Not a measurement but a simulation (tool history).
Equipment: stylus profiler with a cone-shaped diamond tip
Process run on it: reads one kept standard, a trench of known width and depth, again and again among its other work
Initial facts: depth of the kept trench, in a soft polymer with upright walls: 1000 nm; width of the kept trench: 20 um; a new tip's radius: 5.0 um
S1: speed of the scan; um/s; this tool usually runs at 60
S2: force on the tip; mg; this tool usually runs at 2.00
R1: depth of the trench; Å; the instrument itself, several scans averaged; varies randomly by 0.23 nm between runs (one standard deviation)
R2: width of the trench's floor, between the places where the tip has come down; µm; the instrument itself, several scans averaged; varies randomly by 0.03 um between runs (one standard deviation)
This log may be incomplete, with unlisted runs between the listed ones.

run	day	S1	S2	R1	R2
1	0.000	60	2.00	10126.2	13.32
2	0.475	60	2.00	10126.0	13.31
3	1.146	60	2.00	10125.2	13.38
4	1.808	53	2.00	10123.5	13.36
5	2.158	53	2.00	10125.4	13.34
6	2.738	53	2.00	10125.0	13.30
7	3.167	60	2.00	10121.4	13.25
8	3.500	60	2.00	10121.8	13.24
9	4.108	60	2.00	10125.7	13.30
10	4.600	152	2.00	10123.6	12.73
11	5.033	60	2.00	10119.8	13.21
12	5.317	20	2.00	10125.6	13.47
13	5.692	20	4.35	10215.2	13.48
14	6.050	60	5.10	10241.7	13.32
15	6.367	60	5.10	10244.3	13.29
16	6.688	118	0.89	10067.4	12.54
17	7.188	118	0.89	10064.2	12.50
18	7.792	118	0.89	10063.9	12.51
19	8.225	118	0.89	10067.9	12.50
20	8.858	42	0.78	10055.9	13.10
21	9.475	101	5.36	10249.1	13.13
22	9.900	210	1.02	10071.9	11.82
23	10.533	210	1.02	10067.2	11.82
24	10.950	210	1.02	10066.3	11.82
25	11.525	66	3.83	10196.6	13.18
26	12.150	126	2.00	10119.1	12.71
27	12.558	27	4.75	10232.2	13.32
28	13.146	19	1.37	10086.8	13.22
29	13.696	24	1.95	10116.5	13.21
30	14.133	24	1.95	10117.1	13.19

Alternative continuations, all from the tool just after run 30; predict every row:
A	14.504	125	2.25	?	?
B	14.504	185	1.82	?	?
C	14.504	15	1.23	?	?
D	14.504	219	1.95	?	?

run	R1	R2
A	10129.2	12.68
B	10113.7	12.25
C	10077.2	13.24
D	10119.8	12.12
Without the tool's hidden state the same runs would have given:
run	R1	R2
A	10147.9	13.34
B	10132.4	12.91
C	10095.9	13.90
D	10138.6	12.78
